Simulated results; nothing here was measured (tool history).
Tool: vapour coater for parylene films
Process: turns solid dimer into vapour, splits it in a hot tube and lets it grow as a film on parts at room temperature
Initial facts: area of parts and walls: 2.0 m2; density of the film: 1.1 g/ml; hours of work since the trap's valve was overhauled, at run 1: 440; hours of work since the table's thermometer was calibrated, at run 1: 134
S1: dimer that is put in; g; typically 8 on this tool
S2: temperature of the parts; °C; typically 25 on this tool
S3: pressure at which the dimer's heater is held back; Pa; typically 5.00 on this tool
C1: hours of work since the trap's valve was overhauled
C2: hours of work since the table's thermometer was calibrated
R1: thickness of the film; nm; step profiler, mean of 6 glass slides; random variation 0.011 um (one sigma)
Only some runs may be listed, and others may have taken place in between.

| run | hour | S1 | S2 | S3 | C1 | C2 | R1 |
|---|---|---|---|---|---|---|---|
| 1 | 0.0 | 8 | 25 | 5.00 | 440 | 134 | 1560 |
| 2 | 7.2 | 3 | 25 | 5.00 | 447 | 140 | 580 |
| 3 | 19.0 | 8 | 25 | 3.46 | 457 | 151 | 1660 |
| 4 | 28.6 | 8 | 25 | 3.46 | 466 | 159 | 1660 |
| 5 | 45.9 | 6 | 25 | 5.00 | 481 | 175 | 1180 |
| 6 | 54.0 | 8 | 25 | 5.00 | 488 | 182 | 1550 |
|  | 55.7 | table's thermometer calibrated |
| 7 | 72.2 | 8 | 25 | 5.00 | 504 | 15 | 1560 |
| 8 | 80.3 | 9 | 25 | 5.00 | 511 | 22 | 1750 |
|  | 88.9 | table's thermometer calibrated, once more |
| 9 | 92.4 | 4 | 25 | 4.99 | 521 | 3 | 760 |
| 10 | 105.3 | 6 | 29 | 4.99 | 532 | 15 | 1040 |
| 11 | 117.9 | 4 | 27 | 3.63 | 544 | 26 | 770 |
| 12 | 125.7 | 4 | 21 | 6.29 | 551 | 33 | 830 |
| 13 | 139.9 | 4 | 21 | 6.29 | 563 | 45 | 830 |
| 14 | 151.5 | 4 | 21 | 6.29 | 574 | 56 | 840 |
| 15 | 164.2 | 4 | 21 | 6.29 | 585 | 67 | 840 |
| 16 | 180.1 | 9 | 28 | 6.29 | 599 | 81 | 1520 |

Predict each of these 3 candidate next runs independently; none follows another, all start after run 16:
| A | 189.5 | 10 | 28 | 6.29 | 608 | 90 | ? |
| B | 189.5 | 3 | 25 | 5.00 | 608 | 90 | ? |
| C | 189.5 | 3 | 28 | 10.78 | 608 | 90 | ? |

| run | R1 |
|---|---|
| A | 1670 |
| B | 570 |
| C | 460 |
Without the tool's unlogged condition, the same runs would have read:
| run | R1 |
|---|---|
| A | 1820 |
| B | 620 |
| C | 500 |
